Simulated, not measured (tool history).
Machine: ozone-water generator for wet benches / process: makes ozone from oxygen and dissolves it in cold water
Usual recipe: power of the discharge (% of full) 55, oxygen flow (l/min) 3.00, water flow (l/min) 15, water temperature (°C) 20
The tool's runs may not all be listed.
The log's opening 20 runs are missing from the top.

run    hour  power of the discharge (% of full)  oxygen flow (l/min)  water flow (l/min)  water temperature (°C)  dissolved ozone (ppm)  ozone in the gas ahead of the water (g/m3)
 21  1370.2                                  63                 3.44                   9                      20                   27.3                                       211.2
 22  1423.7                                  76                 4.05                  13                      21                   24.2                                       219.9
 23  1495.3                                  55                 3.00                  12                      20                   20.7                                       206.0
 24  1587.7                                  55                 3.00                  12                      20                   20.7                                       204.8
 25  1681.3                                  55                 3.00                  12                      20                   20.3                                       204.1
 26  1756.9                                  55                 3.00                  12                      20                   20.6                                       206.2
 27  1848.2                                  46                 3.00                  15                      15                   15.5                                       176.0
 28  1889.0                                  46                 3.00                  15                      15                   15.6                                       172.2
 29  1935.1                                  46                 3.00                  15                      15                   15.7                                       175.1
 30  2008.6                                  46                 3.00                  15                      15                   15.6                                       173.5
 31  2051.0                                  46                 4.86                  10                      17                   18.5                                       125.7
 32  2100.0                                  46                 4.86                  16                      22                   12.5                                       125.0
 33  2144.6                                  98                 4.86                  16                      22                   24.5                                       243.8

Predict each of these 3 candidate next runs independently; none follows another, all start after run 33:
  A  2193.9                                  98                 2.44                  10                      22                      ?                                           ?
  B  2193.9                                  83                 5.15                  15                      20                      ?                                           ?
  C  2193.9                                  98                 2.62                  14                      22                      ?                                           ?

run  dissolved ozone (ppm)  ozone in the gas ahead of the water (g/m3)
  A                   38.4                                       389.1
  B                   22.0                                       200.4
  C                   29.8                                       369.6
Take away the tool's hidden state, keep each run's random variation, and the runs would have read:
run  dissolved ozone (ppm)  ozone in the gas ahead of the water (g/m3)
  A                   42.9                                       425.5
  B                   24.4                                       216.9
  C                   33.3                                       404.2
